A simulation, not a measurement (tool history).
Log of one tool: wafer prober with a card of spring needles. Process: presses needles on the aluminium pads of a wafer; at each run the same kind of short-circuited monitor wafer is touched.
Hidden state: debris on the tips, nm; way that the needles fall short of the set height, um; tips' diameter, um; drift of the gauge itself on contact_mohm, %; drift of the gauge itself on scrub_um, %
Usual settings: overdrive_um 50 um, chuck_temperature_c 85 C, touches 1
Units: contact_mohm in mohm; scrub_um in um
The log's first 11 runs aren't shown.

| run | day | overdrive_um | chuck_temperature_c | touches | touches since the tips were cleaned | cleanings since the card got new needles | touches since the first contact's height was set | contact_mohm | scrub_um |
|---|---|---|---|---|---|---|---|---|---|
|  | 12.862 | tips cleaned on abrasive film |
|  | 13.775 | tips cleaned on abrasive film |
| 12 | 14.004 | 50 | 85 | 2 | 1908 | 31 | 31695 | 173 | 13.04 |
|  | 14.633 | tips cleaned on abrasive film |
| 13 | 14.862 | 50 | 85 | 1 | 1882 | 32 | 38727 | 185 | 13.06 |
|  | 15.45 | tips cleaned on abrasive film |
|  | 16.271 | tips cleaned on abrasive film |
| 14 | 16.6 | 50 | 85 | 1 | 2727 | 34 | 53023 | 197 | 12.98 |
|  | 17.054 | tips cleaned on abrasive film |
| 15 | 17.404 | 50 | 85 | 1 | 2900 | 35 | 59626 | 196 | 12.9 |
|  | 17.933 | tips cleaned on abrasive film |
| 16 | 18.604 | 50 | 85 | 1 | 5536 | 36 | 69498 | 212 | 12.98 |
|  | 18.775 | tips cleaned on abrasive film |
|  | 19.671 | tips cleaned on abrasive film |
| 17 | 20.383 | 50 | 42 | 3 | 5866 | 38 | 84093 | 166 | 13.02 |
|  | 20.533 | tips cleaned on abrasive film |
|  | 21.312 | tips cleaned on abrasive film |
| 18 | 22.042 | 50 | 48 | 1 | 6019 | 40 | 97739 | 208 | 12.98 |
|  | 22.133 | tips cleaned on abrasive film |
|  | 22.921 | tips cleaned on abrasive film |
|  | 23.742 | tips cleaned on abrasive film |
| 19 | 23.742 | 47 | 65 | 2 | 0 | 43 | 111682 | 154 | 12.1 |
|  | 24.525 | tips cleaned on abrasive film |
|  | 25.35 | tips cleaned on abrasive film |
| 20 | 25.588 | 47 | 65 | 2 | 1970 | 45 | 126840 | 175 | 12.08 |
|  | 26.192 | tips cleaned on abrasive film |
| 21 | 26.4 | 47 | 37 | 1 | 1713 | 46 | 133502 | 184 | 12.07 |
|  | 26.979 | tips cleaned on abrasive film |
|  | 27.812 | tips cleaned on abrasive film |
| 22 | 28.038 | 31 | 85 | 1 | 1847 | 48 | 146956 | 253 | 7.92 |
|  | 28.562 | tips cleaned on abrasive film |
|  | 29.379 | tips cleaned on abrasive film |
| 23 | 29.4 | 31 | 85 | 1 | 191 | 50 | 158160 | 188 | 7.81 |
|  | 30.133 | tips cleaned on abrasive film |
|  | 30.925 | tips cleaned on abrasive film |
| 24 | 31.092 | 30 | 112 | 3 | 1349 | 52 | 172028 | 193 | 7.61 |
|  | 31.721 | tips cleaned on abrasive film |
|  | 32.517 | tips cleaned on abrasive film |
|  | 32.529 | height of the first contact set anew |
| 25 | 32.788 | 46 | 32 | 3 | 2126 | 54 | 2126 | 160 | 12.02 |
|  | 33.35 | tips cleaned on abrasive film |
|  | 34.1 | tips cleaned on abrasive film |
| 26 | 34.104 | 49 | 62 | 2 | 18 | 56 | 12909 | 153 | 12.8 |
|  | 34.85 | tips cleaned on abrasive film |
|  | 35.6 | tips cleaned on abrasive film |
| 27 | 35.633 | 49 | 62 | 2 | 280 | 58 | 25496 | 157 | 12.73 |
|  | 36.396 | tips cleaned on abrasive film |
|  | 37.217 | tips cleaned on abrasive film |
| 28 | 37.475 | 38 | 93 | 1 | 2134 | 60 | 40603 | 224 | 9.93 |
|  | 38.062 | tips cleaned on abrasive film |
| 29 | 38.725 | 38 | 93 | 1 | 5471 | 61 | 50886 | 258 | 9.88 |
|  | 38.842 | tips cleaned on abrasive film |
|  | 39.638 | tips cleaned on abrasive film |
| 30 | 39.721 | 70 | 45 | 2 | 688 | 63 | 59067 | 144 | 18.18 |

3 ways to go on from here, each from the tool as it stands after run 30. What would each give?
|  | 40.392 | tips cleaned on abrasive film |
| A | 40.692 | 50 | 53 | 1 | 2474 | 64 | 67024 | ? | ? |
|  | 40.392 | tips cleaned on abrasive film |
| B | 40.692 | 44 | 45 | 2 | 2474 | 64 | 67024 | ? | ? |
|  | 40.392 | tips cleaned on abrasive film |
| C | 40.692 | 52 | 60 | 1 | 2474 | 64 | 67024 | ? | ? |

| run | contact_mohm | scrub_um |
|---|---|---|
| A | 192 | 12.95 |
| B | 181 | 11.38 |
| C | 190 | 13.44 |
Without the tool's hidden state the same runs would have given:
| run | contact_mohm | scrub_um |
|---|---|---|
| A | 145 | 13.06 |
| B | 145 | 11.5 |
| C | 145 | 13.56 |
